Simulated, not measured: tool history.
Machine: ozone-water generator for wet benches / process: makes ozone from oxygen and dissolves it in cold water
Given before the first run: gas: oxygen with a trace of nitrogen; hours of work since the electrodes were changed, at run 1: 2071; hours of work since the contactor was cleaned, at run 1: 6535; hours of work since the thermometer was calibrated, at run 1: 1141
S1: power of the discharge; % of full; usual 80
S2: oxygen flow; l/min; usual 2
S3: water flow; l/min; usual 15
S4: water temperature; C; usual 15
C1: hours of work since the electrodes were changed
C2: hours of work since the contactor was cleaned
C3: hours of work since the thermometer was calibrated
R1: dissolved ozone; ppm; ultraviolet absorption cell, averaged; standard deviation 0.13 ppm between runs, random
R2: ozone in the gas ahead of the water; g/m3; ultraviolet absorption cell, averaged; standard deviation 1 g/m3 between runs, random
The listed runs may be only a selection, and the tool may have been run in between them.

| run | day | S1 | S2 | S3 | S4 | C1 | C2 | C3 | R1 | R2 |
|---|---|---|---|---|---|---|---|---|---|---|
| 1 | 0 | 80 | 2 | 15 | 15 | 2071 | 6535 | 1141 | 13.8 | 173.7 |
| 2 | 1.921 | 80 | 2 | 15 | 15 | 2104 | 6569 | 1174 | 13.7 | 174.1 |
| 3 | 3.808 | 80 | 2 | 15 | 15 | 2136 | 6601 | 1207 | 14.1 | 173.8 |
| 4 | 7.867 | 80 | 2 | 15 | 15 | 2206 | 6671 | 1277 | 13.8 | 174.1 |
| 5 | 11.696 | 80 | 2 | 15 | 15 | 2272 | 6737 | 1343 | 13.9 | 171.7 |
| 6 | 14.371 | 80 | 2 | 15 | 15 | 2318 | 6783 | 1389 | 13.7 | 172.9 |
| 7 | 17.062 | 80 | 2 | 15 | 15 | 2365 | 6830 | 1435 | 13.8 | 173.4 |
| 8 | 20.142 | 80 | 2 | 15 | 15 | 2418 | 6883 | 1488 | 13.9 | 173.2 |
| 9 | 22.55 | 42 | 2 | 15 | 15 | 2460 | 6924 | 1530 | 8.1 | 101.1 |
| 10 | 25.696 | 42 | 2 | 15 | 15 | 2514 | 6979 | 1584 | 8.1 | 100.8 |
| 11 | 28.788 | 80 | 2 | 15 | 15 | 2567 | 7032 | 1637 | 13.9 | 174.3 |
| 12 | 32.642 | 80 | 2 | 15 | 16 | 2634 | 7099 | 1704 | 13.7 | 173.8 |
| 13 | 34.517 | 80 | 2 | 15 | 16 | 2666 | 7131 | 1736 | 13.6 | 174.2 |
| 14 | 37.783 | 80 | 2 | 15 | 16 | 2722 | 7187 | 1793 | 13.3 | 171.8 |
| 15 | 40.058 | 80 | 2 | 24 | 15 | 2762 | 7226 | 1832 | 8.4 | 171.4 |
| 16 | 42.108 | 80 | 2 | 15 | 8 | 2797 | 7262 | 1867 | 14.5 | 172.1 |
| 17 | 45.962 | 80 | 2 | 11 | 8 | 2863 | 7328 | 1934 | 19.5 | 173 |
| 18 | 48.958 | 47 | 2 | 14 | 22 | 2915 | 7380 | 1985 | 8.8 | 111.9 |
| 19 | 51.683 | 57 | 3.54 | 14 | 9 | 2962 | 7427 | 2032 | 12.7 | 96.9 |
| 20 | 53.817 | 98 | 3.51 | 21 | 17 | 2999 | 7464 | 2069 | 12.5 | 150.5 |
| 21 | 55.767 | 98 | 3.51 | 21 | 17 | 3033 | 7497 | 2103 | 12.3 | 150.6 |
| 22 | 58.696 | 74 | 3.51 | 21 | 23 | 3083 | 7548 | 2153 | 9.3 | 119.7 |
| 23 | 61.979 | 74 | 2.13 | 12 | 23 | 3140 | 7605 | 2210 | 14.5 | 155.4 |
| 24 | 65.625 | 80 | 2 | 10 | 15 | 3203 | 7667 | 2273 | 19.6 | 173.5 |
| 25 | 69.421 | 80 | 2 | 10 | 15 | 3268 | 7733 | 2338 | 19.5 | 171.1 |
| 26 | 72.3 | 80 | 2 | 10 | 15 | 3318 | 7783 | 2388 | 19.7 | 172.5 |
| 27 | 75.246 | 84 | 2 | 15 | 17 | 3369 | 7833 | 2439 | 13.7 | 177.5 |
| 28 | 79.162 | 62 | 2 | 13 | 12 | 3436 | 7901 | 2506 | 12.9 | 140 |
| 29 | 82.262 | 62 | 2 | 13 | 12 | 3490 | 7954 | 2560 | 13 | 138.6 |
| 30 | 85.812 | 62 | 2 | 13 | 12 | 3551 | 8016 | 2621 | 12.9 | 139.1 |
| 31 | 87.5 | 80 | 2 | 15 | 11 | 3580 | 8045 | 2650 | 14.1 | 171.6 |
| 32 | 90.762 | 80 | 3.37 | 15 | 11 | 3636 | 8101 | 2706 | 15 | 128.9 |

Predict each of these 5 candidate next runs independently; none follows another, all start after run 32:
| A | 93.592 | 61 | 2 | 15 | 11 | 3685 | 8150 | 2755 | ? | ? |
| B | 93.592 | 80 | 1.37 | 15 | 11 | 3685 | 8150 | 2755 | ? | ? |
| C | 93.592 | 74 | 2 | 9 | 7 | 3685 | 8150 | 2755 | ? | ? |
| D | 93.592 | 80 | 3.37 | 11 | 15 | 3685 | 8150 | 2755 | ? | ? |
| E | 93.592 | 80 | 1.28 | 22 | 15 | 3685 | 8150 | 2755 | ? | ? |

| run | R1 | R2 |
|---|---|---|
| A | 11.1 | 136.5 |
| B | 12.4 | 207.9 |
| C | 21.6 | 160.7 |
| D | 18.7 | 130 |
| E | 7.7 | 216.7 |
With no hidden state in the tool, these same runs would have given:
| run | R1 | R2 |
|---|---|---|
| A | 11.9 | 140.6 |
| B | 13.4 | 215.7 |
| C | 22.9 | 166.4 |
| D | 20 | 134.9 |
| E | 8.4 | 224.9 |

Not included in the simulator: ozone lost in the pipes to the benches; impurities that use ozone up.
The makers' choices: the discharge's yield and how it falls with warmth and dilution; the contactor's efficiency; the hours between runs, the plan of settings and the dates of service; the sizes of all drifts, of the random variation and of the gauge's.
